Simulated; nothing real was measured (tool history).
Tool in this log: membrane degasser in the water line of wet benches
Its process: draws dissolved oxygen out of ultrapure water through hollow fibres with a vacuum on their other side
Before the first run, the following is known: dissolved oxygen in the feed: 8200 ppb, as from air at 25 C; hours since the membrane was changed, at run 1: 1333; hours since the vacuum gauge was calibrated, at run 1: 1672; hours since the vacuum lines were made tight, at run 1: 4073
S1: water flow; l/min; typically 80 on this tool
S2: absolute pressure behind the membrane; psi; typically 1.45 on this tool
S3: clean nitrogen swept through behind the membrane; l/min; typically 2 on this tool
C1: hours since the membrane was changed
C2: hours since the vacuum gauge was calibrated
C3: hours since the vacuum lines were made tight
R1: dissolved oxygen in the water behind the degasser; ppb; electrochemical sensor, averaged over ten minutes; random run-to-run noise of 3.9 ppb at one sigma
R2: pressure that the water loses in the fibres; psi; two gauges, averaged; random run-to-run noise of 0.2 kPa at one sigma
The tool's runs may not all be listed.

run 1 hour=0 | S1=80 S2=1.45 S3=2 | C1=1333 C2=1672 C3=4073 | R1=697.2 R2=6.177
run 2 hour=242.7 | S1=80 S2=1.45 S3=2 | C1=1575 C2=1915 C3=4315 | R1=693.4 R2=6.203
run 3 hour=377 | S1=80 S2=1.45 S3=2 | C1=1710 C2=2049 C3=4450 | R1=694.1 R2=6.225
run 4 hour=488.9 | S1=80 S2=1.45 S3=2 | C1=1822 C2=2161 C3=4561 | R1=697.1 R2=6.25
run 5 hour=667.2 | S1=80 S2=1.45 S3=2 | C1=2000 C2=2340 C3=4740 | R1=700.7 R2=6.237
run 6 hour=863.9 | S1=80 S2=1.45 S3=2 | C1=2197 C2=2536 C3=4937 | R1=697.4 R2=6.237
run 7 hour=999.9 | S1=80 S2=1.45 S3=2 | C1=2333 C2=2672 C3=5073 | R1=696.7 R2=6.296
run 8 hour=1182.2 | S1=80 S2=1.45 S3=2 | C1=2515 C2=2855 C3=5255 | R1=698.9 R2=6.211
run 9 hour=1419 | S1=80 S2=0.99 S3=2 | C1=2752 C2=3091 C3=5492 | R1=478.7 R2=6.261
run 10 hour=1618.8 | S1=53 S2=1.45 S3=2 | C1=2951 C2=3291 C3=5691 | R1=424.2 R2=4.147
run 11 hour=1758.4 | S1=80 S2=1.45 S3=2 | C1=3091 C2=3431 C3=5831 | R1=704 R2=6.287
run 12 hour=1864.1 | S1=80 S2=1.45 S3=2 | C1=3197 C2=3536 C3=5937 | R1=707.9 R2=6.309
run 13 hour=2024.9 | S1=80 S2=1.45 S3=3.49 | C1=3358 C2=3697 C3=6098 | R1=524.8 R2=6.267
run 14 hour=2221.7 | S1=80 S2=1.45 S3=3.49 | C1=3554 C2=3894 C3=6294 | R1=522.1 R2=6.277
run 15 hour=2463.9 | S1=80 S2=1.65 S3=2 | C1=3797 C2=4136 C3=6537 | R1=798.2 R2=6.35
run 16 hour=2714.6 | S1=67 S2=1.65 S3=2 | C1=4047 C2=4387 C3=6787 | R1=651.7 R2=5.253
-- hour=2749.4 seals of the vacuum lines changed
run 17 hour=2920.2 | S1=67 S2=1.65 S3=2 | C1=4251 C2=4591 C3=171 | R1=653.4 R2=5.263
run 18 hour=3119.2 | S1=67 S2=1.65 S3=2 | C1=4450 C2=4790 C3=370 | R1=657.1 R2=5.256
run 19 hour=3330.7 | S1=67 S2=1.65 S3=2 | C1=4661 C2=5001 C3=581 | R1=661.5 R2=5.313
run 20 hour=3530.8 | S1=67 S2=1.65 S3=2 | C1=4861 C2=5201 C3=781 | R1=658.9 R2=5.253
-- hour=3695.7 vacuum gauge calibrated
run 21 hour=3756.4 | S1=48 S2=3.02 S3=1.78 | C1=5087 C2=61 C3=1006 | R1=948 R2=3.835
run 22 hour=3975.7 | S1=80 S2=1.42 S3=4.27 | C1=5306 C2=280 C3=1226 | R1=461.6 R2=6.271
run 23 hour=4149.1 | S1=80 S2=2.42 S3=1.14 | C1=5479 C2=453 C3=1399 | R1=1592.9 R2=6.376
run 24 hour=4321.5 | S1=84 S2=2.36 S3=2 | C1=5652 C2=626 C3=1572 | R1=1176.5 R2=6.662
run 25 hour=4536.1 | S1=84 S2=2.36 S3=2 | C1=5866 C2=840 C3=1786 | R1=1176.7 R2=6.705
run 26 hour=4679 | S1=80 S2=3.15 S3=4.22 | C1=6009 C2=983 C3=1929 | R1=906.4 R2=6.331
run 27 hour=4845.5 | S1=80 S2=3.15 S3=4.22 | C1=6176 C2=1150 C3=2096 | R1=897.9 R2=6.351
run 28 hour=4993.2 | S1=77 S2=0.88 S3=2 | C1=6323 C2=1298 C3=2243 | R1=395.1 R2=6.119
run 29 hour=5228.9 | S1=80 S2=1.45 S3=1.28 | C1=6559 C2=1533 C3=2479 | R1=887.8 R2=6.356
run 30 hour=5406 | S1=51 S2=1.6 S3=3.43 | C1=6736 C2=1710 C3=2656 | R1=301.4 R2=4.064

What does the tool deliver on the next run?
run 31 hour=5528.4 | S1=80 S2=2.36 S3=2 | C1=6859 C2=1833 C3=2779 | R1=? R2=?

{"run 31": {"R1": 1128.3, "R2": 6.401}}
Take away the tool's hidden state, keep the run-to-run variation as it was, and the same run would have given R1 1102.8 ppb, R2 6.171 psi.

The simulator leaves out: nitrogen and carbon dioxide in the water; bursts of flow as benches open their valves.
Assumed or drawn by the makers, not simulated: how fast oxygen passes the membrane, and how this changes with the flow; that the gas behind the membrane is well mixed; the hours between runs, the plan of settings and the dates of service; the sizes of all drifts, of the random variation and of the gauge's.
